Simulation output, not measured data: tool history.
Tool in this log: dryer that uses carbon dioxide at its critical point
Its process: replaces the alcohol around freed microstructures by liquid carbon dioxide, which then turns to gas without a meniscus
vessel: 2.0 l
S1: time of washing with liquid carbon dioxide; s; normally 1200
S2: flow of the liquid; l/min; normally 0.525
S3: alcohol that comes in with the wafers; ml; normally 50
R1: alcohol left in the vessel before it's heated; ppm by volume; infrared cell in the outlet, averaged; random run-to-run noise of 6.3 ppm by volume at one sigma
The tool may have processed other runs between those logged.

{"run": 1, "day": 0.0, "S1": 1200, "S2": 0.525, "S3": 50, "R1": 386}
{"run": 2, "day": 0.783, "S1": 1200, "S2": 0.412, "S3": 50, "R1": 976}
{"run": 3, "day": 1.288, "S1": 1200, "S2": 0.412, "S3": 50, "R1": 977}
{"run": 4, "day": 2.138, "S1": 1200, "S2": 0.525, "S3": 50, "R1": 413}
{"run": 5, "day": 2.75, "S1": 960, "S2": 0.525, "S3": 50, "R1": 906}
{"run": 6, "day": 3.275, "S1": 1140, "S2": 0.525, "S3": 50, "R1": 515}
{"run": 7, "day": 3.817, "S1": 1200, "S2": 0.525, "S3": 23, "R1": 229}
{"run": 8, "day": 4.604, "S1": 1200, "S2": 0.525, "S3": 23, "R1": 233}
{"run": 9, "day": 5.258, "S1": 840, "S2": 0.525, "S3": 23, "R1": 663}
{"run": 10, "day": 6.112, "S1": 840, "S2": 0.525, "S3": 23, "R1": 682}
{"run": 11, "day": 6.912, "S1": 840, "S2": 0.525, "S3": 23, "R1": 694}
{"run": 12, "day": 7.646, "S1": 1260, "S2": 0.525, "S3": 50, "R1": 379}
{"run": 13, "day": 8.475, "S1": 1260, "S2": 0.525, "S3": 50, "R1": 401}
{"run": 14, "day": 9.021, "S1": 1440, "S2": 0.582, "S3": 50, "R1": 174}
{"run": 15, "day": 9.854, "S1": 780, "S2": 0.459, "S3": 24, "R1": 1212}
{"run": 16, "day": 10.233, "S1": 1020, "S2": 0.795, "S3": 50, "R1": 200}
{"run": 17, "day": 10.854, "S1": 1020, "S2": 0.795, "S3": 50, "R1": 199}
{"run": 18, "day": 11.517, "S1": 1200, "S2": 0.525, "S3": 35, "R1": 373}
{"run": 19, "day": 11.996, "S1": 1860, "S2": 0.88, "S3": 50, "R1": 81}
{"run": 20, "day": 12.854, "S1": 840, "S2": 0.415, "S3": 27, "R1": 1520}

What if the next run were any one of these 4? Each begins from the tool's condition after run 20:
{"run": "A", "day": 13.642, "S1": 840, "S2": 0.864, "S3": 90, "R1": "?"}
{"run": "B", "day": 13.642, "S1": 720, "S2": 0.525, "S3": 50, "R1": "?"}
{"run": "C", "day": 13.642, "S1": 1200, "S2": 0.717, "S3": 23, "R1": "?"}
{"run": "D", "day": 13.642, "S1": 840, "S2": 0.41, "S3": 27, "R1": "?"}

run=A R1=475
run=B R1=2261
run=C R1=140
run=D R1=1605
Take away the tool's hidden state, keep each run's random variation, and the runs would have read:
run=A R1=210
run=B R1=1595
run=C R1=30
run=D R1=1146

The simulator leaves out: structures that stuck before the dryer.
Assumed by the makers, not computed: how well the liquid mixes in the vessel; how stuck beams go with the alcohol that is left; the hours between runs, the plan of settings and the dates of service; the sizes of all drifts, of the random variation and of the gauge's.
